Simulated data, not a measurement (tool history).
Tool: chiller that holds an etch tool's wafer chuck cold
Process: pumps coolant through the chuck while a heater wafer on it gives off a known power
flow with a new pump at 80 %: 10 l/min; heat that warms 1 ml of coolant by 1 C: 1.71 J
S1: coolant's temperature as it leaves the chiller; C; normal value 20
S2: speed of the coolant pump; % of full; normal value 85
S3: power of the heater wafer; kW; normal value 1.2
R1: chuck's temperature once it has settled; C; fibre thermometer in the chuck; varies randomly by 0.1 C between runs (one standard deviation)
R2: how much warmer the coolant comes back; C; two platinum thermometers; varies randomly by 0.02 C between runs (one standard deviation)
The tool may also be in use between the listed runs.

| run | hour | S1 | S2 | S3 | R1 | R2 |
|---|---|---|---|---|---|---|
| 1 | 0 | 20 | 85 | 1.2 | 28.5 | 3.97 |
| 2 | 92.1 | 20 | 85 | 1.2 | 28.4 | 3.92 |
| 3 | 240.1 | 20 | 85 | 1.2 | 28.6 | 3.95 |
| 4 | 349 | 20 | 85 | 1.2 | 28.5 | 3.97 |
| 5 | 442.5 | 20 | 85 | 1.2 | 28.6 | 3.98 |
| 6 | 589.8 | 20 | 85 | 1.2 | 28.6 | 3.97 |
| 7 | 698.7 | 20 | 85 | 1.2 | 28.7 | 3.97 |
| 8 | 801.3 | 20 | 85 | 0.722 | 25.5 | 2.38 |
|  | 813.4 | coolant pump overhauled |
| 9 | 905.9 | 20 | 85 | 0.722 | 25.5 | 2.39 |
| 10 | 980.5 | 20 | 80 | 1.2 | 29.1 | 4.25 |
| 11 | 1110.7 | 20 | 65 | 1.2 | 30.8 | 5.4 |
| 12 | 1267 | 17 | 83 | 1.2 | 26.1 | 4.1 |
| 13 | 1419.1 | 17 | 83 | 1.2 | 26.1 | 4.11 |
|  | 1494.4 | coolant pump overhauled, once more |
| 14 | 1544 | 13 | 61 | 1.2 | 24.3 | 5.74 |
| 15 | 1631.1 | 14 | 61 | 1.41 | 27.2 | 6.76 |
| 16 | 1719.8 | 20 | 96 | 1.2 | 28.2 | 3.41 |
| 17 | 1880.4 | 20 | 96 | 1.2 | 28.2 | 3.44 |

Each row is a separate what-if for the run after 17, all from the same tool condition, not one after another. Results?
| A | 1973.2 | 20 | 85 | 1.636 | ? | ? |
| B | 1973.2 | 20 | 95 | 1.006 | ? | ? |
| C | 1973.2 | 13 | 96 | 1.2 | ? | ? |
| D | 1973.2 | 20 | 85 | 1.036 | ? | ? |
| E | 1973.2 | 20 | 81 | 1.2 | ? | ? |

| run | R1 | R2 |
|---|---|---|
| A | 32 | 5.34 |
| B | 27 | 2.91 |
| C | 21.3 | 3.44 |
| D | 27.9 | 3.39 |
| E | 29.2 | 4.21 |
Without the tool's hidden state the same runs would have given:
| run | R1 | R2 |
|---|---|---|
| A | 30.7 | 5.31 |
| B | 25.9 | 2.89 |
| C | 20.1 | 3.42 |
| D | 26.7 | 3.38 |
| E | 28 | 4.19 |
